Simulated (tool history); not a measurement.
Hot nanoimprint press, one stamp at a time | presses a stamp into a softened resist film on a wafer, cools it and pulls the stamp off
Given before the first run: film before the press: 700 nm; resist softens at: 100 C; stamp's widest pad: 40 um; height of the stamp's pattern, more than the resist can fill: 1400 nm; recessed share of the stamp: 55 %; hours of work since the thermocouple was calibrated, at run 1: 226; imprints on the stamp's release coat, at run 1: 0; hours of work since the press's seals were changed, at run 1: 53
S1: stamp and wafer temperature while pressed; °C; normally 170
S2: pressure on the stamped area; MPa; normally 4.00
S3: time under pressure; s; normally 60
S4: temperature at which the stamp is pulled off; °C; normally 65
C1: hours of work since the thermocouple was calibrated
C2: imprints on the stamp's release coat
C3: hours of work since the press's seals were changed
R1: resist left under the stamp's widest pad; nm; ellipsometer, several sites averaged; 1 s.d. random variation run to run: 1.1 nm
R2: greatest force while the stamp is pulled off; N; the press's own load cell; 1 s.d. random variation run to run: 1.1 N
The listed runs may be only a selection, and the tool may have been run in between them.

run   hour   S1    S2   S3  S4   C1   C2   C3     R1   R2
  1    0.0  170  4.00   60  65  226    0   53  410.3  123
  2    7.4  170  4.00   60  63  231   19   57  407.5  131
  3   17.1  170  3.33   60  65  237   45   63  436.9  121
  4   27.3  170  3.33   60  65  243   72   70  438.0  124
  5   34.7  170  4.00   60  65  248   92   74  414.4  122
  6   42.1  170  4.00   60  65  252  111   79  413.6  125
  7   50.7  170  4.00   60  65  257  134   84  413.4  122
  8   58.2  170  4.00   60  65  262  154   89  415.9  124
  9   69.8  170  4.00   60  65  269  185   96  414.8  124
 10   78.6  170  4.00   60  59  275  208  101  414.5  141
 11   85.6  170  4.00   60  59  279  226  106  417.8  140
 12   90.8  178  4.03   42  64  282  240  109  321.7  125
 13  102.4  178  4.03   42  64  289  271  116  321.1  127
     107.6  -- gauge calibrated
 14  114.0  178  2.58   42  64  296  302  123  381.0  125
 15  123.0  178  2.58   42  64  302  325  129  380.4  126
 16  131.5  178  2.58   38  64  307  348  134  394.3  126
 17  143.0  178  2.58   38  64  314  378  141  394.0  126
 18  154.4  167  4.00   56  70  321  408  148  481.9  110
 19  162.7  167  4.00  108  70  326  430  153  394.2  108
 20  170.9  170  6.37   60  54  331  452  158  346.2  155
 21  180.9  170  6.37   76  62  338  478  164  317.1  131

Some steps in R1, run to run, broken into two amounts with sign: the step expected even without the hidden condition (settings, incoming material, random variation), and the rest, left for the hidden condition together with whatever gauge scatter is not in both the measured and the hidden-condition-free result:
What the log doesn't record here: true temperature over the reading, C; pressure that arrives at the usual setting, %; grip of the stamp's worn release coat, % over a new coat's; drift of the gauge itself on residual_nm, %; drift of the gauge itself on pull_off_n, %.
Run 11 -> 12: S1 170 -> 178, S2 4.00 -> 4.03, S3 60 -> 42, S4 59 -> 64. R1 -96.1 nm: hidden state -1.6, all else -94.5.
Run 13 -> 14: S2 4.03 -> 2.58, gauge calibrated. R1 +59.9 nm: hidden state -7.5, all else +67.4.
Run 17 -> 18: S1 178 -> 167, S2 2.58 -> 4.00, S3 38 -> 56, S4 64 -> 70. R1 +87.9 nm: hidden state +2.0, all else +85.9.
